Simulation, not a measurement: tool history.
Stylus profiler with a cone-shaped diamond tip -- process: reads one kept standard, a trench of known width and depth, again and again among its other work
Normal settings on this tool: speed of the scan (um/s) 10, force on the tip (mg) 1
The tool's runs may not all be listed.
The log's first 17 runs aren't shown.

run   hour  speed of the scan (um/s)  force on the tip (mg)  scans with this tip  hours of work since the height scale was calibrated  depth of the trench (Å)  width of the trench's floor (nm)
 18  516.7                        10                   0.84                20236                                                 1540                    10051                             43950
 19  557.5                        24                   1.37                20627                                                 1569                  10073.4                             43920
 20  597.7                        10                   0.52                21013                                                 1599                  10037.3                             43920
 21  623.9                        10                   0.52                21263                                                 1618                  10035.4                             43890
 22  658.9                        10                   0.52                21599                                                 1643                  10038.8                             43930
 23  682.7                        29                   1.33                21827                                                 1661                  10072.8                             43870
 24  717.3                        10                    0.4                22159                                                 1686                  10030.7                             43870
 25  738.4                        10                    0.4                22361                                                 1701                  10030.8                             43880
 26  763.8                         7                   0.74                22605                                                 1720                  10045.9                             43920

Estimate the outcome of run 27 from the log above:
 27  791.5                        21                   2.31                22870                                                 1740                        ?                                 ?

Run 27 yielded depth of the trench (Å) 10102.2, width of the trench's floor (nm) 43950.
Take away the tool's hidden state, keep the run-to-run variation as it was, and the same run would have given depth of the trench (Å) 10101.9, width of the trench's floor (nm) 43950.

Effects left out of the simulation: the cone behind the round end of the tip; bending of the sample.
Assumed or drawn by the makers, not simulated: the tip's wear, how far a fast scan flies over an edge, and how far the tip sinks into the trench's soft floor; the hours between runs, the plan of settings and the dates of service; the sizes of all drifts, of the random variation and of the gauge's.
